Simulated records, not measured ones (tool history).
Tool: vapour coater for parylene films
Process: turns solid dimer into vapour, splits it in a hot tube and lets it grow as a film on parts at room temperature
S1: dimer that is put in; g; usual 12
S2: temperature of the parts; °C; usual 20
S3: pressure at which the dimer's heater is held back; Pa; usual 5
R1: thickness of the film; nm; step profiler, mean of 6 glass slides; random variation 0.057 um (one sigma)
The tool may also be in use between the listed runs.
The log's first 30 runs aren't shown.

| run | hour | S1 | S2 | S3 | R1 |
|---|---|---|---|---|---|
| 31 | 557.4 | 14 | 20 | 5 | 7180 |
| 32 | 571.1 | 12 | 14 | 2.56 | 8270 |
| 33 | 596.5 | 19 | 13 | 8.48 | 11600 |
| 34 | 612.9 | 13 | 24 | 2.8 | 6310 |
| 35 | 640 | 13 | 16 | 6.03 | 7570 |
| 36 | 653.8 | 13 | 16 | 6.03 | 7510 |
| 37 | 674.5 | 13 | 14 | 5 | 8490 |
| 38 | 699.6 | 10 | 29 | 3.55 | 3730 |

Forecast each of these 4 alternatives for the next run:
| A | 716.3 | 10 | 29 | 2.81 | ? |
| B | 716.3 | 8 | 19 | 3.66 | ? |
| C | 716.3 | 10 | 28 | 8.55 | ? |
| D | 716.3 | 16 | 18 | 6.9 | ? |

| run | R1 |
|---|---|
| A | 3930 |
| B | 4450 |
| C | 3270 |
| D | 8210 |
Without the tool's hidden state the same runs would have given:
| run | R1 |
|---|---|
| A | 4370 |
| B | 4950 |
| C | 3640 |
| D | 9140 |
